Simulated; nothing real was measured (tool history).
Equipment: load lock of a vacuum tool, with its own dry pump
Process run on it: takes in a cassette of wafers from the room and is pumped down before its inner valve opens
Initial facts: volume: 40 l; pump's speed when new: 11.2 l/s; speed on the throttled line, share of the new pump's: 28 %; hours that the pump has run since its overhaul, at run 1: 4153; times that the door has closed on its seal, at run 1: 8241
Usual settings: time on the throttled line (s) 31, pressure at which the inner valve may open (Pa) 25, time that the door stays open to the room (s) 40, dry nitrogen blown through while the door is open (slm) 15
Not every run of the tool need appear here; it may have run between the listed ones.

run,hour,time on the throttled line (s),pressure at which the inner valve may open (Pa),time that the door stays open to the room (s),dry nitrogen blown through while the door is open (slm),hours that the pump has run since its overhaul,times that the door has closed on its seal,"incoming humidity of the room's air, %",time from the closed door until the inner valve may open (s),rise of the pressure with all valves shut (Pa/min)
1,0,31,25,40,15,4153,8241,43,53.6,0.075
2,91.2,31,25,40,15,4244,8470,46.8,52.9,0.081
3,156.3,31,25,30,15,4309,8633,43.6,53.4,0.076
4,317.6,31,25,30,15,4470,9037,45.9,53.6,0.075
5,461.4,31,25,30,15,4614,9397,46,53.2,0.08
6,610.9,31,25,40,15,4764,9772,50.6,52.9,0.095
7,771,31,25,59,15,4924,10173,43,53.8,0.1
8,891.5,31,25,59,15,5044,10475,44.9,54.2,0.099

The next listed run, before its measurement:
9,965.4,31,25,59,15,5118,10660,44.2,?,?

{"run 9": {"time from the closed door until the inner valve may open (s)": 53.4, "rise of the pressure with all valves shut (Pa/min)": 0.102}}
Had the tool carried no hidden state, the very same run would have given time from the closed door until the inner valve may open (s) 51.8, rise of the pressure with all valves shut (Pa/min) 0.053.

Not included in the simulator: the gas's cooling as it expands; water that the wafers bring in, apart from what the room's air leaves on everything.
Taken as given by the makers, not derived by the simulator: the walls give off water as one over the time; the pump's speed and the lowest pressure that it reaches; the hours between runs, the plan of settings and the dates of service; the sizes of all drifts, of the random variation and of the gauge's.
